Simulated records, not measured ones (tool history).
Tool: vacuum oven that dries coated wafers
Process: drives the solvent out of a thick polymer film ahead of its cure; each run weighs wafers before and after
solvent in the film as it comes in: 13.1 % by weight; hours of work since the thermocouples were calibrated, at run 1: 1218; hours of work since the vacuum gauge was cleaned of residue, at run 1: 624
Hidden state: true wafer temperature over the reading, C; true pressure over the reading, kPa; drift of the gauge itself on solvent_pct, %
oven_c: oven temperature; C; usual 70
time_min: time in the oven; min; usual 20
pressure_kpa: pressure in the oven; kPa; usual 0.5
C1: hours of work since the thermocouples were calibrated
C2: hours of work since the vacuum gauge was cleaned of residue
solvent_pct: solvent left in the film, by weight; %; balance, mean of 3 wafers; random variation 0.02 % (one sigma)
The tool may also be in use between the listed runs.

{"run": 1, "day": 0.0, "oven_c": 70, "time_min": 20, "pressure_kpa": 0.5, "C1": 1218, "C2": 624, "solvent_pct": 1.62}
{"day": 0.288, "done": "oven's thermocouples calibrated"}
{"run": 2, "day": 3.296, "oven_c": 70, "time_min": 20, "pressure_kpa": 0.5, "C1": 34, "C2": 661, "solvent_pct": 1.84}
{"run": 3, "day": 6.233, "oven_c": 70, "time_min": 20, "pressure_kpa": 0.285, "C1": 68, "C2": 695, "solvent_pct": 1.75}
{"run": 4, "day": 9.267, "oven_c": 70, "time_min": 20, "pressure_kpa": 0.5, "C1": 103, "C2": 730, "solvent_pct": 1.8}
{"run": 5, "day": 12.488, "oven_c": 70, "time_min": 20, "pressure_kpa": 0.5, "C1": 140, "C2": 766, "solvent_pct": 1.82}
{"run": 6, "day": 15.775, "oven_c": 70, "time_min": 20, "pressure_kpa": 0.5, "C1": 177, "C2": 804, "solvent_pct": 1.8}
{"run": 7, "day": 18.475, "oven_c": 70, "time_min": 20, "pressure_kpa": 0.5, "C1": 208, "C2": 835, "solvent_pct": 1.8}
{"run": 8, "day": 22.071, "oven_c": 70, "time_min": 20, "pressure_kpa": 0.5, "C1": 249, "C2": 876, "solvent_pct": 1.82}
{"run": 9, "day": 25.704, "oven_c": 70, "time_min": 20, "pressure_kpa": 0.5, "C1": 291, "C2": 918, "solvent_pct": 1.78}
{"run": 10, "day": 29.475, "oven_c": 70, "time_min": 20, "pressure_kpa": 0.5, "C1": 334, "C2": 961, "solvent_pct": 1.76}
{"run": 11, "day": 32.062, "oven_c": 70, "time_min": 20, "pressure_kpa": 0.5, "C1": 364, "C2": 991, "solvent_pct": 1.77}
{"run": 12, "day": 34.075, "oven_c": 65, "time_min": 20, "pressure_kpa": 0.5, "C1": 387, "C2": 1014, "solvent_pct": 2.56}
{"run": 13, "day": 36.021, "oven_c": 65, "time_min": 20, "pressure_kpa": 0.5, "C1": 409, "C2": 1036, "solvent_pct": 2.53}
{"run": 14, "day": 37.904, "oven_c": 57, "time_min": 20, "pressure_kpa": 0.5, "C1": 431, "C2": 1058, "solvent_pct": 4.1}
{"run": 15, "day": 41.412, "oven_c": 57, "time_min": 20, "pressure_kpa": 0.5, "C1": 471, "C2": 1098, "solvent_pct": 4.1}
{"run": 16, "day": 44.296, "oven_c": 57, "time_min": 20, "pressure_kpa": 0.5, "C1": 504, "C2": 1131, "solvent_pct": 4.11}
{"run": 17, "day": 47.075, "oven_c": 57, "time_min": 20, "pressure_kpa": 0.5, "C1": 536, "C2": 1162, "solvent_pct": 4.06}
{"run": 18, "day": 49.754, "oven_c": 57, "time_min": 20, "pressure_kpa": 0.5, "C1": 566, "C2": 1193, "solvent_pct": 4.05}
{"run": 19, "day": 52.838, "oven_c": 77, "time_min": 20, "pressure_kpa": 0.498, "C1": 602, "C2": 1228, "solvent_pct": 0.94}
{"run": 20, "day": 54.742, "oven_c": 64, "time_min": 24, "pressure_kpa": 0.334, "C1": 623, "C2": 1250, "solvent_pct": 2.05}
{"run": 21, "day": 56.7, "oven_c": 75, "time_min": 19, "pressure_kpa": 0.738, "C1": 646, "C2": 1273, "solvent_pct": 1.31}
{"run": 22, "day": 60.367, "oven_c": 70, "time_min": 33, "pressure_kpa": 0.621, "C1": 688, "C2": 1315, "solvent_pct": 0.7}
{"run": 23, "day": 62.95, "oven_c": 70, "time_min": 33, "pressure_kpa": 0.621, "C1": 717, "C2": 1344, "solvent_pct": 0.74}
{"run": 24, "day": 66.575, "oven_c": 70, "time_min": 33, "pressure_kpa": 0.621, "C1": 759, "C2": 1386, "solvent_pct": 0.73}
{"run": 25, "day": 70.55, "oven_c": 64, "time_min": 11, "pressure_kpa": 0.621, "C1": 804, "C2": 1431, "solvent_pct": 4.93}
{"run": 26, "day": 72.929, "oven_c": 57, "time_min": 20, "pressure_kpa": 0.5, "C1": 832, "C2": 1458, "solvent_pct": 4.02}
{"run": 27, "day": 74.858, "oven_c": 70, "time_min": 13, "pressure_kpa": 0.285, "C1": 854, "C2": 1481, "solvent_pct": 3.08}
{"run": 28, "day": 78.908, "oven_c": 55, "time_min": 11, "pressure_kpa": 0.381, "C1": 900, "C2": 1527, "solvent_pct": 6.5}
{"run": 29, "day": 81.246, "oven_c": 55, "time_min": 11, "pressure_kpa": 0.381, "C1": 927, "C2": 1554, "solvent_pct": 6.49}
{"run": 30, "day": 83.479, "oven_c": 55, "time_min": 11, "pressure_kpa": 1.915, "C1": 952, "C2": 1579, "solvent_pct": 7.05}
{"run": 31, "day": 85.183, "oven_c": 73, "time_min": 11, "pressure_kpa": 0.5, "C1": 972, "C2": 1599, "solvent_pct": 3.26}
{"run": 32, "day": 88.354, "oven_c": 68, "time_min": 19, "pressure_kpa": 1.762, "C1": 1008, "C2": 1635, "solvent_pct": 2.59}
{"run": 33, "day": 90.458, "oven_c": 72, "time_min": 13, "pressure_kpa": 1.762, "C1": 1032, "C2": 1659, "solvent_pct": 3.14}
{"run": 34, "day": 93.7, "oven_c": 80, "time_min": 14, "pressure_kpa": 1.814, "C1": 1069, "C2": 1696, "solvent_pct": 1.64}
{"run": 35, "day": 97.088, "oven_c": 76, "time_min": 29, "pressure_kpa": 1.556, "C1": 1108, "C2": 1735, "solvent_pct": 0.8}

4 ways to go on from here, each from the tool as it stands after run 35. What would each give?
{"run": "A", "day": 99.388, "oven_c": 82, "time_min": 20, "pressure_kpa": 1.737, "C1": 1135, "C2": 1761, "solvent_pct": "?"}
{"run": "B", "day": 99.388, "oven_c": 72, "time_min": 18, "pressure_kpa": 0.428, "C1": 1135, "C2": 1761, "solvent_pct": "?"}
{"run": "C", "day": 99.388, "oven_c": 76, "time_min": 11, "pressure_kpa": 0.96, "C1": 1135, "C2": 1761, "solvent_pct": "?"}
{"run": "D", "day": 99.388, "oven_c": 76, "time_min": 14, "pressure_kpa": 1.97, "C1": 1135, "C2": 1761, "solvent_pct": "?"}

run=A solvent_pct=0.83
run=B solvent_pct=1.67
run=C solvent_pct=2.78
run=D solvent_pct=2.28
Without the tool's hidden state the same runs would have given:
run=A solvent_pct=0.89
run=B solvent_pct=1.83
run=C solvent_pct=3.01
run=D solvent_pct=2.49
